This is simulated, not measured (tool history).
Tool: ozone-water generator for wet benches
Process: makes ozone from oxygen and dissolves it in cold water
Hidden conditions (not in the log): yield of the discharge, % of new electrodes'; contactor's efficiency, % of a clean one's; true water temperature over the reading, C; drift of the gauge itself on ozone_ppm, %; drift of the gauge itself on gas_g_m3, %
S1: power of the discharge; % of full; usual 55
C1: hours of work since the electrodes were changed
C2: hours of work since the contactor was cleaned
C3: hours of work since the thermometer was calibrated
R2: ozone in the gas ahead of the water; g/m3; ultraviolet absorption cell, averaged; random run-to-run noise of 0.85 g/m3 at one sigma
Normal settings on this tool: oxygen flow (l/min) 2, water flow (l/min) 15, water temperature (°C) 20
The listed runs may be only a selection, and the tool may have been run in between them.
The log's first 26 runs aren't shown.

Run 27, hour 694.6: usual settings but oxygen flow (l/min) 2.93, water flow (l/min) 11, water temperature (°C) 18; C1 1405; C2 2150; C3 985. Result: dissolved ozone (ppm) 13.9, R2 108 g/m3.
Run 28, hour 725.3: usual settings but oxygen flow (l/min) 2.93, water flow (l/min) 11, water temperature (°C) 18; C1 1435; C2 2180; C3 1015. Result: dissolved ozone (ppm) 13.6, R2 106.9 g/m3.
Run 29, hour 757.5: usual settings but S1 63 % of full, oxygen flow (l/min) 2.94, water flow (l/min) 16; C1 1466; C2 2211; C3 1045. Result: dissolved ozone (ppm) 10.7, R2 115.7 g/m3.
Run 30, hour 775.3: usual settings but S1 63 % of full, oxygen flow (l/min) 2.94, water flow (l/min) 16; C1 1483; C2 2228; C3 1062. Result: dissolved ozone (ppm) 10.8, R2 115.2 g/m3.
Run 31, hour 796.2: usual settings but water temperature (°C) 19; C1 1503; C2 2248; C3 1082. Result: dissolved ozone (ppm) 10.6, R2 135.3 g/m3.
Run 32, hour 828.3: usual settings but water temperature (°C) 19; C1 1533; C2 2278; C3 1113. Result: dissolved ozone (ppm) 10.5, R2 134.7 g/m3.
Run 33, hour 845.1: usual settings but S1 42 % of full, oxygen flow (l/min) 1.28, water flow (l/min) 10, water temperature (°C) 19; C1 1549; C2 2295; C3 1129. Result: dissolved ozone (ppm) 12.6, R2 151.4 g/m3.
Run 34, hour 863.6: usual settings but S1 42 % of full, oxygen flow (l/min) 1.28, water flow (l/min) 10, water temperature (°C) 19; C1 1567; C2 2312; C3 1147. Result: dissolved ozone (ppm) 12.2, R2 149.7 g/m3.

Each row is a separate what-if for the run after 34, all from the same tool condition, not one after another. Results?
Run A, hour 902.1: usual settings but S1 42 % of full, oxygen flow (l/min) 1.28, water flow (l/min) 10, water temperature (°C) 18; C1 1604; C2 2349; C3 1184. Result: dissolved ozone (ppm) ?, R2 ?.
Run B, hour 902.1: usual settings but S1 48 % of full, water flow (l/min) 11, water temperature (°C) 12; C1 1604; C2 2349; C3 1184. Result: dissolved ozone (ppm) ?, R2 ?.
Run C, hour 902.1: usual settings but water flow (l/min) 10, water temperature (°C) 19; C1 1604; C2 2349; C3 1184. Result: dissolved ozone (ppm) ?, R2 ?.

run  dissolved ozone (ppm)     R2
  A                   12.3  150.9
  B                   13.7  124.4
  C                   14.8    134
Take away the tool's hidden state, keep each run's random variation, and the runs would have read:
run  dissolved ozone (ppm)     R2
  A                   12.8  153.5
  B                   14.3  126.8
  C                   15.4  136.8

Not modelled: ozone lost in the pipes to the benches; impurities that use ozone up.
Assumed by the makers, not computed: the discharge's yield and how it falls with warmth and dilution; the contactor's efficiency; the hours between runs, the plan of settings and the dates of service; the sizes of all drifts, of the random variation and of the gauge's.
